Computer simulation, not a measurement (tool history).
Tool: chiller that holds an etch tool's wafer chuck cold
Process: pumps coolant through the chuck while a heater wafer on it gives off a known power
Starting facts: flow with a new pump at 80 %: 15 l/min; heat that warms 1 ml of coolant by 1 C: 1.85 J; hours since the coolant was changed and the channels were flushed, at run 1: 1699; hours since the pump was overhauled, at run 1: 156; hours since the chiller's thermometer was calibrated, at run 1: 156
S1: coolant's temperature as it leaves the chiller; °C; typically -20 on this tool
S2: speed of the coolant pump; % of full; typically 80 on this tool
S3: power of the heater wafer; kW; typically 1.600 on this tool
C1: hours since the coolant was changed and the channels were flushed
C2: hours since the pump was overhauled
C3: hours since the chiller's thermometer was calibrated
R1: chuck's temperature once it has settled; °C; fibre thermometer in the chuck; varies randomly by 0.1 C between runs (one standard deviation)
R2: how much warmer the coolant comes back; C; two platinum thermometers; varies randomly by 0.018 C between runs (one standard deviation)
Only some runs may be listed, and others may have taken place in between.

Run 1, hour 0.0: usual settings; C1 1699; C2 156; C3 156. Result: R1 -7.7 °C, R2 3.46 C.
Run 2, hour 86.3: usual settings; C1 1785; C2 242; C3 242. Result: R1 -7.8 °C, R2 3.46 C.
Run 3, hour 202.5: usual settings but S2 63 % of full; C1 1901; C2 358; C3 358. Result: R1 -5.3 °C, R2 4.40 C.
Run 4, hour 328.9: usual settings but S1 -16 °C; C1 2028; C2 484; C3 484. Result: R1 -3.9 °C, R2 3.44 C.
Run 5, hour 428.6: usual settings but S1 -16 °C; C1 2127; C2 584; C3 584. Result: R1 -4.0 °C, R2 3.48 C.
Run 6, hour 519.8: usual settings; C1 2218; C2 675; C3 675. Result: R1 -7.7 °C, R2 3.45 C.
Run 7, hour 619.0: usual settings; C1 2318; C2 775; C3 775. Result: R1 -7.8 °C, R2 3.44 C.
Run 8, hour 770.6: usual settings but S2 70 % of full; C1 2469; C2 926; C3 926. Result: R1 -6.5 °C, R2 3.97 C.
Run 9, hour 866.8: usual settings; C1 2565; C2 1022; C3 1022. Result: R1 -7.8 °C, R2 3.47 C.
Run 10, hour 950.8: usual settings; C1 2649; C2 1106; C3 1106. Result: R1 -7.6 °C, R2 3.45 C.
Run 11, hour 1061.8: usual settings; C1 2760; C2 1217; C3 1217. Result: R1 -7.8 °C, R2 3.44 C.
Run 12, hour 1198.4: usual settings but S1 -19 °C; C1 2897; C2 1354; C3 1354. Result: R1 -6.9 °C, R2 3.44 C.
Run 13, hour 1342.0: usual settings; C1 3041; C2 1498; C3 1498. Result: R1 -8.0 °C, R2 3.48 C.
Run 14, hour 1452.6: usual settings but S1 -10 °C; C1 3151; C2 1608; C3 1608. Result: R1 2.3 °C, R2 3.48 C.
Run 15, hour 1604.5: usual settings but S1 -26 °C; C1 3303; C2 1760; C3 1760. Result: R1 -13.8 °C, R2 3.48 C.
Run 16, hour 1704.8: usual settings but S1 -26 °C; C1 3403; C2 1860; C3 1860. Result: R1 -13.7 °C, R2 3.46 C.
Run 17, hour 1790.3: usual settings but S1 -26 °C; C1 3489; C2 1946; C3 1946. Result: R1 -13.8 °C, R2 3.47 C.
Run 18, hour 1942.9: usual settings but S1 -11 °C, S2 87 % of full, S3 1.997 kW; C1 3642; C2 2098; C3 2098. Result: R1 3.3 °C, R2 3.93 C.
Run 19, hour 2096.4: usual settings but S1 -18 °C, S2 90 % of full, S3 1.927 kW; C1 3795; C2 2252; C3 2252. Result: R1 -4.6 °C, R2 3.70 C.
At hour 2111.2: coolant changed, channels flushed.
Run 20, hour 2182.2: usual settings but S1 -18 °C, S2 90 % of full, S3 1.927 kW; C1 71; C2 2332; C3 2332. Result: R1 -4.6 °C, R2 3.70 C.
Run 21, hour 2334.4: usual settings but S1 -24 °C, S2 89 % of full, S3 1.835 kW; C1 223; C2 2484; C3 2484. Result: R1 -11.2 °C, R2 3.53 C.
Run 22, hour 2432.8: usual settings but S1 -24 °C, S2 89 % of full, S3 1.835 kW; C1 322; C2 2582; C3 2582. Result: R1 -11.1 °C, R2 3.53 C.

The next listed run, before its measurement:
Run 23, hour 2574.9: usual settings but S1 -13 °C, S2 64 % of full, S3 0.824 kW; C1 464; C2 2724; C3 2724. Result: R1 ?, R2 ?.

{"run 23": {"R1": -5.7, "R2": 2.25}}
Minus the tool's unlogged condition, the same run would have read R1 -5.7 °C, R2 2.25 C.
